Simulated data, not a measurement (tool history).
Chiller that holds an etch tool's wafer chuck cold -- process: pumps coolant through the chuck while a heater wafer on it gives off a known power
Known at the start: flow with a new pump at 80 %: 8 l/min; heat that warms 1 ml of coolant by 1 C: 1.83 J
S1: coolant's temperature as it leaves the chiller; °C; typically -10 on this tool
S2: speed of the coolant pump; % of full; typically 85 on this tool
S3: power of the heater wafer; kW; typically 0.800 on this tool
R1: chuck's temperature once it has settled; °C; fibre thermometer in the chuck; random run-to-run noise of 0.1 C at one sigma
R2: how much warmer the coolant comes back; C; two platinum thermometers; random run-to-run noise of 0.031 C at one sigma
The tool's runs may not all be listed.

run	hour	S1	S2	S3	R1	R2
1	0.0	-10	85	0.800	-0.7	3.10
2	139.6	-10	85	0.800	-0.5	3.04
3	300.2	-10	85	0.800	-0.4	3.05
# hour 391.7: chiller's thermometer calibrated
4	402.1	-10	85	0.800	-0.7	3.08
5	551.5	-10	85	0.800	-0.5	3.10
6	635.7	-10	85	0.800	-0.5	2.99
7	728.3	-10	85	0.800	-0.6	2.98
8	823.3	-10	85	0.800	-0.6	3.04
9	958.3	-10	85	0.800	-0.5	3.09
10	1115.7	-10	85	0.800	-0.6	3.10
11	1263.1	-7	98	0.590	-0.6	1.99
# hour 1307.7: coolant changed, channels flushed
12	1426.1	-8	76	0.626	-0.1	2.66
13	1516.0	-8	76	0.626	0.1	2.71
14	1658.9	-8	90	0.444	-2.9	1.62
15	1772.5	-18	96	1.003	-7.0	3.38
16	1847.2	-18	96	1.003	-7.1	3.36
17	1914.8	-18	96	1.003	-7.1	3.38

Consider 4 possible next runs. They are alternatives, not a sequence: every one starts from the tool as it was left by run 17. What does each give?
A	1985.3	-12	87	1.148	?	?
B	1985.3	-1	97	0.788	?	?
C	1985.3	-4	85	0.800	?	?
D	1985.3	0	96	0.674	?	?

run	R1	R2
A	1.4	4.26
B	7.6	2.61
C	5.5	3.05
D	7.5	2.28
The same runs, with their run-to-run variation unchanged, on a tool lacking any hidden condition would have given:
run	R1	R2
A	1.4	4.26
B	7.6	2.60
C	5.5	3.05
D	7.5	2.28

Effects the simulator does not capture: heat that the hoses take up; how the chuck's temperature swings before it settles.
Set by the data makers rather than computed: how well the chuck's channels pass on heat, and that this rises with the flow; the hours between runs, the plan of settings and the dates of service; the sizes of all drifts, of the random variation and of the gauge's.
